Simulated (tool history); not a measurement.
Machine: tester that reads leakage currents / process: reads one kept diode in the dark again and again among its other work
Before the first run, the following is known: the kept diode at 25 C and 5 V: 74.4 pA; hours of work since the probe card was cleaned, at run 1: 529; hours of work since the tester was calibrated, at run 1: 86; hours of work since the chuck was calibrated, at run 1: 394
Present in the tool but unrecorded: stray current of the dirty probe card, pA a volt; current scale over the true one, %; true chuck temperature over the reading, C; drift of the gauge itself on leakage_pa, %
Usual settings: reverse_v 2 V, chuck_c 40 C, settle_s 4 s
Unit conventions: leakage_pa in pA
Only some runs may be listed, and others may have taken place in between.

| run | hour | reverse_v | chuck_c | settle_s | hours of work since the probe card was cleaned | hours of work since the tester was calibrated | hours of work since the chuck was calibrated | leakage_pa |
|---|---|---|---|---|---|---|---|---|
| 1 | 0 | 2 | 40 | 4 | 529 | 86 | 394 | 191.71 |
| 2 | 21.4 | 2 | 40 | 4 | 545 | 101 | 409 | 191.86 |
| 3 | 61.1 | 2 | 40 | 4 | 573 | 130 | 438 | 193.27 |
| 4 | 90.8 | 2 | 40 | 4 | 594 | 151 | 459 | 192.69 |
| 5 | 115.7 | 2 | 40 | 4 | 612 | 169 | 477 | 194.94 |
| 6 | 141.7 | 2 | 40 | 4 | 631 | 188 | 495 | 195.89 |
| 7 | 183.9 | 2 | 40 | 4 | 661 | 218 | 526 | 197.48 |
|  | 187.9 | tester calibrated |
| 8 | 228.4 | 9.69 | 33 | 4 | 692 | 29 | 556 | 199.32 |
|  | 238.4 | chuck's temperature calibrated |
| 9 | 259.7 | 18.43 | 23 | 2.78 | 713 | 50 | 15 | 102.51 |
| 10 | 284.1 | 17.97 | 47 | 0.77 | 730 | 67 | 33 | 617.8 |
| 11 | 307.7 | 17.97 | 49 | 1.93 | 747 | 84 | 50 | 711.37 |
| 12 | 329.2 | 13.24 | 47 | 1.42 | 762 | 100 | 65 | 562.26 |

Consider 4 possible next runs. They are alternatives, not a sequence: every one starts from the tool as it was left by run 12. What does each give?
| A | 357.9 | 5.31 | 27 | 0.55 | 783 | 120 | 86 | ? |
| B | 357.9 | 2 | 26 | 0.63 | 783 | 120 | 86 | ? |
| C | 357.9 | 1.66 | 21 | 8.7 | 783 | 120 | 86 | ? |
| D | 357.9 | 12.24 | 27 | 0.76 | 783 | 120 | 86 | ? |

| run | leakage_pa |
|---|---|
| A | 93.48 |
| B | 61.53 |
| C | 38.47 |
| D | 124.44 |
The same runs, with their run-to-run variation unchanged, on a tool lacking any hidden condition would have given:
| run | leakage_pa |
|---|---|
| A | 90.19 |
| B | 59.78 |
| C | 37.22 |
| D | 118.61 |
